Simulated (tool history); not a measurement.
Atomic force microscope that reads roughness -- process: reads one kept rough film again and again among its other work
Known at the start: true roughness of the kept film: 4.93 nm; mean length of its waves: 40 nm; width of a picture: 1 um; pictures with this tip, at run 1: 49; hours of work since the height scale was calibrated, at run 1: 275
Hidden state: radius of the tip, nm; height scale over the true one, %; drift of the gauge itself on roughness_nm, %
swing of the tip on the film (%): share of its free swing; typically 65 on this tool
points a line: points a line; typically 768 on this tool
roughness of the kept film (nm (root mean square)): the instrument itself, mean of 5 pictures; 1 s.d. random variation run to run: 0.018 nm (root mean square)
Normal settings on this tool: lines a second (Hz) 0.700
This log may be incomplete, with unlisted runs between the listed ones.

run	hour	lines a second (Hz)	swing of the tip on the film (%)	points a line	pictures with this tip	hours of work since the height scale was calibrated	roughness of the kept film (nm (root mean square))
1	0.0	0.700	65	768	49	275	3.983
2	13.0	0.700	65	768	65	283	3.901
3	30.4	0.700	65	768	86	292	3.778
4	44.3	0.700	65	768	104	300	3.695
5	65.6	0.700	65	768	130	312	3.562
6	80.8	2.298	65	768	149	320	3.307
7	94.5	2.298	65	768	166	328	3.258
8	112.3	0.949	65	983	188	338	3.269
9	130.7	0.743	86	704	211	348	3.061
10	148.4	0.743	86	704	233	358	2.987
# hour 157.3: new tip fitted
11	165.4	1.207	84	768	10	367	3.870

Below are 4 alternative next runs, each starting from the tool's condition after run 11. Predict each:
A	176.3	0.700	65	389	24	374	?
B	176.3	1.603	64	365	24	374	?
C	176.3	0.700	65	769	24	374	?
D	176.3	3.987	84	768	24	374	?

run	roughness of the kept film (nm (root mean square))
A	4.099
B	4.024
C	4.135
D	3.057
With the hidden condition removed and each run's random variation left untouched, the same runs would have given:
run	roughness of the kept film (nm (root mean square))
A	4.255
B	4.177
C	4.292
D	3.173
